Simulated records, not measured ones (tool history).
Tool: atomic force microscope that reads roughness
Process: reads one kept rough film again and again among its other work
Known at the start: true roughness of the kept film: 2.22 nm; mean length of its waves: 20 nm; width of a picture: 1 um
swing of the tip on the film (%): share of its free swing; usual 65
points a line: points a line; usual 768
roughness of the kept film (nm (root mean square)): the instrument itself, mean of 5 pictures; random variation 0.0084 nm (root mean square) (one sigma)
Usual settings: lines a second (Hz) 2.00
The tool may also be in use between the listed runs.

run,hour,lines a second (Hz),swing of the tip on the film (%),points a line,roughness of the kept film (nm (root mean square))
1,0.0,2.00,65,768,1.738
2,6.8,2.00,65,768,1.734
3,17.0,2.00,65,768,1.702
4,25.5,1.97,65,768,1.689
5,30.6,2.00,65,768,1.698
6,37.3,2.00,65,768,1.672
7,45.6,2.00,65,768,1.663
8,55.6,2.00,65,768,1.639
9,65.5,2.00,65,768,1.639
10,75.8,2.00,65,768,1.610
11,83.4,2.00,65,768,1.600
12,91.7,2.00,65,768,1.603
13,96.2,2.00,68,768,1.579
14,101.8,2.00,68,768,1.567
15,107.2,3.53,65,768,1.532
16,115.1,3.83,65,768,1.513
17,119.7,3.83,65,768,1.513
18,128.1,2.00,65,768,1.557
19,136.5,2.00,65,768,1.537
20,142.3,2.00,65,768,1.548
21,152.4,0.92,65,768,1.553
22,159.0,2.00,65,768,1.513
23,169.5,2.00,68,768,1.492
24,177.2,2.00,68,768,1.485
25,186.8,2.00,68,768,1.476
26,196.3,2.00,81,768,1.404
27,206.4,1.29,86,938,1.426
28,215.7,2.00,68,768,1.439
29,220.0,2.00,68,768,1.430
30,225.5,2.77,62,596,1.429
31,232.9,2.77,62,596,1.425
32,240.0,2.77,82,596,1.301
33,246.7,2.00,70,768,1.404
34,252.7,0.65,69,435,1.435
35,263.2,0.53,59,435,1.445
36,271.9,1.05,66,625,1.425
37,278.9,1.86,66,948,1.387
38,284.7,1.12,57,373,1.399
39,292.1,2.58,82,885,1.276
40,296.5,3.05,56,768,1.382
41,301.1,3.05,56,768,1.382
42,306.3,2.00,62,989,1.364
43,313.5,2.00,55,502,1.374
44,323.5,1.59,65,684,1.358
45,328.6,1.20,68,564,1.344
46,338.3,1.20,68,564,1.339
47,343.3,1.20,68,564,1.343
48,353.0,1.20,68,564,1.339
49,359.5,1.59,68,474,1.301
50,365.1,2.75,89,1012,1.144
51,372.7,0.78,65,927,1.333

Forecast each of these 5 alternatives for the next run:
A,378.1,2.04,65,768,?
B,378.1,2.00,71,261,?
C,378.1,2.00,65,605,?
D,378.1,1.16,65,401,?
E,378.1,1.12,59,346,?

run,roughness of the kept film (nm (root mean square))
A,1.288
B,1.247
C,1.292
D,1.314
E,1.312
Without the tool's hidden state the same runs would have given:
run,roughness of the kept film (nm (root mean square))
A,1.833
B,1.771
C,1.839
D,1.868
E,1.865
